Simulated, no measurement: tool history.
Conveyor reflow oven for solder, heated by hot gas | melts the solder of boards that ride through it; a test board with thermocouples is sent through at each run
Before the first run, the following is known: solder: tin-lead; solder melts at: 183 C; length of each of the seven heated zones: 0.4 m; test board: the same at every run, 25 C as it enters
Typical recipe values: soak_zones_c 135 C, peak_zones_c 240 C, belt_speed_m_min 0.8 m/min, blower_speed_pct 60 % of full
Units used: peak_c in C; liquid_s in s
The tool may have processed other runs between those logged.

run 1 hour=0.0 | soak_zones_c=135 peak_zones_c=240 belt_speed_m_min=0.8 blower_speed_pct=60 | peak_c=215.7 liquid_s=42.9
run 2 hour=11.6 | soak_zones_c=135 peak_zones_c=240 belt_speed_m_min=0.8 blower_speed_pct=60 | peak_c=215.2 liquid_s=43.0
run 3 hour=31.4 | soak_zones_c=135 peak_zones_c=240 belt_speed_m_min=0.8 blower_speed_pct=60 | peak_c=215.3 liquid_s=42.5
run 4 hour=43.1 | soak_zones_c=135 peak_zones_c=240 belt_speed_m_min=0.8 blower_speed_pct=60 | peak_c=215.5 liquid_s=42.9
run 5 hour=61.0 | soak_zones_c=135 peak_zones_c=240 belt_speed_m_min=0.8 blower_speed_pct=69 | peak_c=219.1 liquid_s=45.9
run 6 hour=80.3 | soak_zones_c=135 peak_zones_c=240 belt_speed_m_min=0.8 blower_speed_pct=69 | peak_c=218.9 liquid_s=45.8

What will run 7 give?
run 7 hour=90.7 | soak_zones_c=124 peak_zones_c=240 belt_speed_m_min=0.8 blower_speed_pct=60 | peak_c=? liquid_s=?

Run 7 yielded peak_c 212.8 C, liquid_s 38.0 s.
On a tool with no hidden condition, and with the same random variation, this run would have come out at peak_c 210.7 C, liquid_s 35.4 s.
